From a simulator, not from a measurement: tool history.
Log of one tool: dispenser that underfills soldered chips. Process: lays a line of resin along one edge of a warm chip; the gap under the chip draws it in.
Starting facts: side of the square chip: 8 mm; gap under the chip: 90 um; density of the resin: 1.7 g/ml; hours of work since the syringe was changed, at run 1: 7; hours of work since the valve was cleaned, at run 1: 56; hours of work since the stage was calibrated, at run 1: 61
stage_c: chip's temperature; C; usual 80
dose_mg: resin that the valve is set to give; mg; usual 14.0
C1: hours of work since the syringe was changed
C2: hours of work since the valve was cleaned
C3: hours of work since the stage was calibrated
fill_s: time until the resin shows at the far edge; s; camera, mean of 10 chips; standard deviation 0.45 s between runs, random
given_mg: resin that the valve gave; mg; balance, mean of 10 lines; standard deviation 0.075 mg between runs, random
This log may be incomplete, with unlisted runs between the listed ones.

{"run": 1, "day": 0.0, "stage_c": 80, "dose_mg": 14.0, "C1": 7, "C2": 56, "C3": 61, "fill_s": 46.2, "given_mg": 13.34}
{"day": 0.154, "done": "new syringe of resin"}
{"run": 2, "day": 0.238, "stage_c": 80, "dose_mg": 14.0, "C1": 1, "C2": 59, "C3": 65, "fill_s": 34.6, "given_mg": 13.31}
{"run": 3, "day": 0.388, "stage_c": 80, "dose_mg": 14.0, "C1": 4, "C2": 62, "C3": 67, "fill_s": 38.4, "given_mg": 13.23}
{"run": 4, "day": 0.642, "stage_c": 80, "dose_mg": 15.9, "C1": 7, "C2": 66, "C3": 71, "fill_s": 45.4, "given_mg": 14.98}
{"day": 0.75, "done": "new syringe of resin"}
{"run": 5, "day": 0.762, "stage_c": 80, "dose_mg": 15.9, "C1": 0, "C2": 67, "C3": 73, "fill_s": 31.9, "given_mg": 15.05}
{"run": 6, "day": 0.912, "stage_c": 66, "dose_mg": 14.0, "C1": 2, "C2": 70, "C3": 75, "fill_s": 74.9, "given_mg": 13.24}
{"run": 7, "day": 1.067, "stage_c": 66, "dose_mg": 14.0, "C1": 5, "C2": 72, "C3": 77, "fill_s": 87.4, "given_mg": 13.03}
{"run": 8, "day": 1.196, "stage_c": 80, "dose_mg": 14.0, "C1": 7, "C2": 74, "C3": 79, "fill_s": 45.2, "given_mg": 12.99}
{"day": 1.35, "done": "new syringe of resin"}
{"run": 9, "day": 1.417, "stage_c": 80, "dose_mg": 14.0, "C1": 1, "C2": 77, "C3": 82, "fill_s": 34.4, "given_mg": 13.04}
{"run": 10, "day": 1.575, "stage_c": 80, "dose_mg": 15.9, "C1": 3, "C2": 80, "C3": 85, "fill_s": 36.8, "given_mg": 14.83}
{"run": 11, "day": 1.708, "stage_c": 80, "dose_mg": 15.9, "C1": 5, "C2": 82, "C3": 87, "fill_s": 41.2, "given_mg": 14.69}
{"run": 12, "day": 1.812, "stage_c": 80, "dose_mg": 14.0, "C1": 7, "C2": 83, "C3": 88, "fill_s": 46.9, "given_mg": 13.09}
{"day": 1.962, "done": "new syringe of resin"}
{"run": 13, "day": 2.012, "stage_c": 80, "dose_mg": 14.0, "C1": 1, "C2": 86, "C3": 91, "fill_s": 33.5, "given_mg": 12.91}
{"day": 2.092, "done": "dispensing valve cleaned and set on the balance"}
{"run": 14, "day": 2.242, "stage_c": 80, "dose_mg": 14.0, "C1": 4, "C2": 2, "C3": 94, "fill_s": 39.4, "given_mg": 13.84}
{"run": 15, "day": 2.392, "stage_c": 80, "dose_mg": 16.8, "C1": 6, "C2": 5, "C3": 96, "fill_s": 41.8, "given_mg": 16.92}
{"day": 2.608, "done": "new syringe of resin"}
{"run": 16, "day": 2.617, "stage_c": 80, "dose_mg": 16.8, "C1": 0, "C2": 8, "C3": 100, "fill_s": 31.4, "given_mg": 16.77}
{"run": 17, "day": 2.825, "stage_c": 80, "dose_mg": 16.8, "C1": 3, "C2": 11, "C3": 103, "fill_s": 36.6, "given_mg": 16.63}
{"run": 18, "day": 3.012, "stage_c": 80, "dose_mg": 16.8, "C1": 6, "C2": 14, "C3": 106, "fill_s": 42.7, "given_mg": 16.6}
{"run": 19, "day": 3.162, "stage_c": 88, "dose_mg": 12.3, "C1": 8, "C2": 16, "C3": 108, "fill_s": 33.2, "given_mg": 12.15}
{"day": 3.208, "done": "new syringe of resin"}
{"run": 20, "day": 3.408, "stage_c": 88, "dose_mg": 12.3, "C1": 3, "C2": 20, "C3": 112, "fill_s": 26.0, "given_mg": 11.99}
{"run": 21, "day": 3.575, "stage_c": 93, "dose_mg": 14.6, "C1": 6, "C2": 22, "C3": 114, "fill_s": 22.6, "given_mg": 14.34}
{"run": 22, "day": 3.754, "stage_c": 84, "dose_mg": 15.3, "C1": 8, "C2": 25, "C3": 117, "fill_s": 39.7, "given_mg": 15.06}
{"day": 3.817, "done": "new syringe of resin"}
{"run": 23, "day": 3.933, "stage_c": 82, "dose_mg": 15.3, "C1": 2, "C2": 28, "C3": 119, "fill_s": 31.3, "given_mg": 14.95}
{"run": 24, "day": 4.142, "stage_c": 82, "dose_mg": 15.3, "C1": 5, "C2": 31, "C3": 123, "fill_s": 36.9, "given_mg": 14.75}
{"run": 25, "day": 4.304, "stage_c": 82, "dose_mg": 15.3, "C1": 7, "C2": 33, "C3": 125, "fill_s": 42.5, "given_mg": 15.0}
{"day": 4.425, "done": "new syringe of resin"}
{"run": 26, "day": 4.496, "stage_c": 77, "dose_mg": 16.2, "C1": 1, "C2": 36, "C3": 128, "fill_s": 37.5, "given_mg": 15.65}
{"run": 27, "day": 4.646, "stage_c": 77, "dose_mg": 16.2, "C1": 3, "C2": 38, "C3": 130, "fill_s": 43.1, "given_mg": 15.62}
{"run": 28, "day": 4.867, "stage_c": 69, "dose_mg": 16.2, "C1": 7, "C2": 42, "C3": 134, "fill_s": 77.5, "given_mg": 15.6}
{"day": 5.042, "done": "new syringe of resin"}
{"run": 29, "day": 5.096, "stage_c": 87, "dose_mg": 12.7, "C1": 1, "C2": 45, "C3": 137, "fill_s": 24.0, "given_mg": 12.27}
{"run": 30, "day": 5.242, "stage_c": 67, "dose_mg": 15.8, "C1": 3, "C2": 47, "C3": 139, "fill_s": 70.8, "given_mg": 15.11}
{"run": 31, "day": 5.35, "stage_c": 67, "dose_mg": 15.8, "C1": 5, "C2": 49, "C3": 141, "fill_s": 75.2, "given_mg": 14.98}
{"run": 32, "day": 5.504, "stage_c": 67, "dose_mg": 13.1, "C1": 7, "C2": 51, "C3": 143, "fill_s": 90.3, "given_mg": 12.5}
{"day": 5.642, "done": "new syringe of resin"}
{"run": 33, "day": 5.754, "stage_c": 87, "dose_mg": 17.5, "C1": 2, "C2": 55, "C3": 147, "fill_s": 23.5, "given_mg": 16.49}
{"run": 34, "day": 5.938, "stage_c": 82, "dose_mg": 15.6, "C1": 5, "C2": 58, "C3": 150, "fill_s": 35.7, "given_mg": 14.88}
{"run": 35, "day": 6.046, "stage_c": 82, "dose_mg": 15.6, "C1": 6, "C2": 59, "C3": 151, "fill_s": 38.7, "given_mg": 14.7}

Hidden condition of the tool, last listed run before each entry between runs versus first listed run after:
After run 1, before run 2: new syringe of resin (day 0.154)
  resin's viscosity, % of fresh resin's: 142 -> 105.4; dose that the valve gives, % of what is set: 95.18 -> 94.88; true chip temperature over the reading, C: 0.4 -> 0.42
  measured result minus the result with no hidden state, fill_s: +13.4 -> +1.5 s; given_mg: -0.68 -> -0.72 mg
After run 4, before run 5: new syringe of resin (day 0.750)
  resin's viscosity, % of fresh resin's: 143.2 -> 100.1; dose that the valve gives, % of what is set: 94.33 -> 94.18; true chip temperature over the reading, C: 0.45 -> 0.46
  measured result minus the result with no hidden state, fill_s: +13.3 -> -0.5 s; given_mg: -0.90 -> -0.92 mg
After run 8, before run 9: new syringe of resin (day 1.350)
  resin's viscosity, % of fresh resin's: 139 -> 103.8; dose that the valve gives, % of what is set: 93.63 -> 93.33; true chip temperature over the reading, C: 0.5 -> 0.51
  measured result minus the result with no hidden state, fill_s: +12.3 -> +1.0 s; given_mg: -0.89 -> -0.93 mg
After run 12, before run 13: new syringe of resin (day 1.962)
  resin's viscosity, % of fresh resin's: 140.2 -> 103; dose that the valve gives, % of what is set: 92.82 -> 92.55; true chip temperature over the reading, C: 0.55 -> 0.57
  measured result minus the result with no hidden state, fill_s: +13.0 -> +0.7 s; given_mg: -1.00 -> -1.04 mg
After run 13, before run 14: dispensing valve cleaned and set on the balance (day 2.092)
  resin's viscosity, % of fresh resin's: 103 -> 118.8; dose that the valve gives, % of what is set: 92.55 -> 99.61; true chip temperature over the reading, C: 0.57 -> 0.58
  measured result minus the result with no hidden state, fill_s: +0.7 -> +5.2 s; given_mg: -1.04 -> -0.05 mg
After run 15, before run 16: new syringe of resin (day 2.608)
  resin's viscosity, % of fresh resin's: 133.5 -> 100.1; dose that the valve gives, % of what is set: 99.41 -> 99.12; true chip temperature over the reading, C: 0.6 -> 0.61
  measured result minus the result with no hidden state, fill_s: +9.6 -> -0.9 s; given_mg: -0.10 -> -0.15 mg
After run 19, before run 20: new syringe of resin (day 3.208)
  resin's viscosity, % of fresh resin's: 151.5 -> 116.8; dose that the valve gives, % of what is set: 98.34 -> 97.99; true chip temperature over the reading, C: 0.66 -> 0.68
  measured result minus the result with no hidden state, fill_s: +10.9 -> +3.2 s; given_mg: -0.20 -> -0.25 mg
After run 22, before run 23: new syringe of resin (day 3.817)
  resin's viscosity, % of fresh resin's: 152.2 -> 109.7; dose that the valve gives, % of what is set: 97.49 -> 97.25; true chip temperature over the reading, C: 0.71 -> 0.73
  measured result minus the result with no hidden state, fill_s: +12.7 -> +1.9 s; given_mg: -0.39 -> -0.42 mg
After run 25, before run 26: new syringe of resin (day 4.425)
  resin's viscosity, % of fresh resin's: 145.3 -> 105.2; dose that the valve gives, % of what is set: 96.71 -> 96.45; true chip temperature over the reading, C: 0.76 -> 0.77
  measured result minus the result with no hidden state, fill_s: +12.3 -> +0.6 s; given_mg: -0.50 -> -0.58 mg
After run 28, before run 29: new syringe of resin (day 5.042)
  resin's viscosity, % of fresh resin's: 139.5 -> 103.5; dose that the valve gives, % of what is set: 95.93 -> 95.64; true chip temperature over the reading, C: 0.81 -> 0.83
  measured result minus the result with no hidden state, fill_s: +19.8 -> +0.2 s; given_mg: -0.66 -> -0.55 mg
After run 32, before run 33: new syringe of resin (day 5.642)
  resin's viscosity, % of fresh resin's: 140.8 -> 109.7; dose that the valve gives, % of what is set: 95.03 -> 94.64; true chip temperature over the reading, C: 0.87 -> 0.89
  measured result minus the result with no hidden state, fill_s: +24.0 -> +1.2 s; given_mg: -0.64 -> -0.93 mg
